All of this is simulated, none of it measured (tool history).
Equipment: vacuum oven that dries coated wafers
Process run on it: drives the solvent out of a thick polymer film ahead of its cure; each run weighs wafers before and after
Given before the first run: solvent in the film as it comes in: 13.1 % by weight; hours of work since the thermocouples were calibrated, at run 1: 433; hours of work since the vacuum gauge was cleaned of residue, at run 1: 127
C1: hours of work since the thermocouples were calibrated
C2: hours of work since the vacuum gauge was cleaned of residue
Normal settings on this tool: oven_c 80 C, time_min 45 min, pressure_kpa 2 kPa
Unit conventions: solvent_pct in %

run 1 hour=0 | oven_c=80 time_min=45 pressure_kpa=2 | C1=433 C2=127 | solvent_pct=1.93
run 2 hour=9.9 | oven_c=80 time_min=45 pressure_kpa=2 | C1=438 C2=131 | solvent_pct=1.95
run 3 hour=15.1 | oven_c=80 time_min=45 pressure_kpa=2 | C1=440 C2=134 | solvent_pct=1.99
run 4 hour=26.8 | oven_c=80 time_min=45 pressure_kpa=2 | C1=446 C2=140 | solvent_pct=2.04
run 5 hour=37.6 | oven_c=80 time_min=45 pressure_kpa=2 | C1=451 C2=145 | solvent_pct=2.01
run 6 hour=48.8 | oven_c=80 time_min=45 pressure_kpa=2 | C1=456 C2=150 | solvent_pct=1.99
run 7 hour=59.5 | oven_c=80 time_min=45 pressure_kpa=2 | C1=462 C2=155 | solvent_pct=2
run 8 hour=66.1 | oven_c=80 time_min=80 pressure_kpa=2 | C1=465 C2=159 | solvent_pct=1.71
run 9 hour=73.8 | oven_c=80 time_min=80 pressure_kpa=2 | C1=469 C2=162 | solvent_pct=1.61
run 10 hour=79.3 | oven_c=80 time_min=45 pressure_kpa=2 | C1=471 C2=165 | solvent_pct=1.9
run 11 hour=91.4 | oven_c=80 time_min=45 pressure_kpa=1.81 | C1=477 C2=171 | solvent_pct=1.75
run 12 hour=102.2 | oven_c=80 time_min=45 pressure_kpa=1.81 | C1=482 C2=176 | solvent_pct=1.82
run 13 hour=109.6 | oven_c=90 time_min=45 pressure_kpa=2 | C1=486 C2=180 | solvent_pct=1.19
run 14 hour=121.2 | oven_c=90 time_min=45 pressure_kpa=2 | C1=491 C2=185 | solvent_pct=1.19
run 15 hour=126.3 | oven_c=91 time_min=45 pressure_kpa=2 | C1=494 C2=188 | solvent_pct=1.1
run 16 hour=132.8 | oven_c=91 time_min=45 pressure_kpa=2 | C1=497 C2=191 | solvent_pct=1.04
run 17 hour=139.9 | oven_c=91 time_min=45 pressure_kpa=2 | C1=500 C2=194 | solvent_pct=1.01
run 18 hour=151.4 | oven_c=91 time_min=45 pressure_kpa=2 | C1=506 C2=200 | solvent_pct=1.07
run 19 hour=163.6 | oven_c=91 time_min=45 pressure_kpa=2 | C1=512 C2=205 | solvent_pct=1.14
run 20 hour=170.8 | oven_c=91 time_min=59 pressure_kpa=2 | C1=515 C2=209 | solvent_pct=1.09
run 21 hour=180.9 | oven_c=91 time_min=45 pressure_kpa=2 | C1=520 C2=214 | solvent_pct=1.11
run 22 hour=192.9 | oven_c=80 time_min=45 pressure_kpa=2 | C1=526 C2=220 | solvent_pct=1.85
run 23 hour=201.9 | oven_c=74 time_min=45 pressure_kpa=2 | C1=530 C2=224 | solvent_pct=3.28
run 24 hour=211.8 | oven_c=74 time_min=45 pressure_kpa=2 | C1=535 C2=229 | solvent_pct=3.34
run 25 hour=219.8 | oven_c=74 time_min=45 pressure_kpa=2 | C1=539 C2=233 | solvent_pct=3.29
run 26 hour=231.8 | oven_c=74 time_min=45 pressure_kpa=2 | C1=545 C2=238 | solvent_pct=3.34
run 27 hour=236.9 | oven_c=74 time_min=45 pressure_kpa=6.78 | C1=547 C2=241 | solvent_pct=7.96
run 28 hour=248.8 | oven_c=74 time_min=45 pressure_kpa=6.78 | C1=553 C2=246 | solvent_pct=7.84
run 29 hour=259.2 | oven_c=80 time_min=45 pressure_kpa=2.56 | C1=558 C2=252 | solvent_pct=2.52
run 30 hour=267.7 | oven_c=80 time_min=33 pressure_kpa=2 | C1=562 C2=256 | solvent_pct=2.48
run 31 hour=274.5 | oven_c=68 time_min=33 pressure_kpa=6.84 | C1=565 C2=259 | solvent_pct=10.6
run 32 hour=280 | oven_c=68 time_min=33 pressure_kpa=6.84 | C1=568 C2=261 | solvent_pct=10.6
run 33 hour=288.3 | oven_c=68 time_min=45 pressure_kpa=1.32 | C1=572 C2=266 | solvent_pct=4.5
run 34 hour=300.6 | oven_c=68 time_min=45 pressure_kpa=1.32 | C1=578 C2=271 | solvent_pct=4.49
run 35 hour=308.7 | oven_c=91 time_min=28 pressure_kpa=3.58 | C1=582 C2=275 | solvent_pct=2.03
run 36 hour=315.9 | oven_c=91 time_min=28 pressure_kpa=3.58 | C1=585 C2=279 | solvent_pct=2.04
run 37 hour=327.7 | oven_c=80 time_min=45 pressure_kpa=2 | C1=591 C2=284 | solvent_pct=2.04
run 38 hour=338.9 | oven_c=89 time_min=45 pressure_kpa=3.86 | C1=596 C2=290 | solvent_pct=2.26
run 39 hour=350.4 | oven_c=72 time_min=45 pressure_kpa=2 | C1=602 C2=295 | solvent_pct=4.06
run 40 hour=359.3 | oven_c=72 time_min=47 pressure_kpa=2 | C1=606 C2=300 | solvent_pct=3.72
run 41 hour=364.3 | oven_c=72 time_min=45 pressure_kpa=2 | C1=608 C2=302 | solvent_pct=3.86
run 42 hour=372.4 | oven_c=76 time_min=45 pressure_kpa=2 | C1=612 C2=306 | solvent_pct=2.78
run 43 hour=379.2 | oven_c=76 time_min=45 pressure_kpa=2.42 | C1=615 C2=309 | solvent_pct=3.19
run 44 hour=386.2 | oven_c=91 time_min=62 pressure_kpa=1.07 | C1=619 C2=313 | solvent_pct=0.71
run 45 hour=393.6 | oven_c=92 time_min=56 pressure_kpa=1.01 | C1=622 C2=316 | solvent_pct=0.6
run 46 hour=398.7 | oven_c=89 time_min=52 pressure_kpa=2.6 | C1=625 C2=319 | solvent_pct=1.51

3 options for the next run, each taken on its own from the tool as it stands now. Forecast them:
run A hour=405.9 | oven_c=80 time_min=23 pressure_kpa=2 | C1=628 C2=322 | solvent_pct=?
run B hour=405.9 | oven_c=78 time_min=30 pressure_kpa=3.25 | C1=628 C2=322 | solvent_pct=?
run C hour=405.9 | oven_c=80 time_min=33 pressure_kpa=1.11 | C1=628 C2=322 | solvent_pct=?

run=A solvent_pct=3.31
run=B solvent_pct=4.16
run=C solvent_pct=1.79
What these runs would have given with no unlogged condition in the tool:
run=A solvent_pct=3.1
run=B solvent_pct=3.94
run=C solvent_pct=1.64

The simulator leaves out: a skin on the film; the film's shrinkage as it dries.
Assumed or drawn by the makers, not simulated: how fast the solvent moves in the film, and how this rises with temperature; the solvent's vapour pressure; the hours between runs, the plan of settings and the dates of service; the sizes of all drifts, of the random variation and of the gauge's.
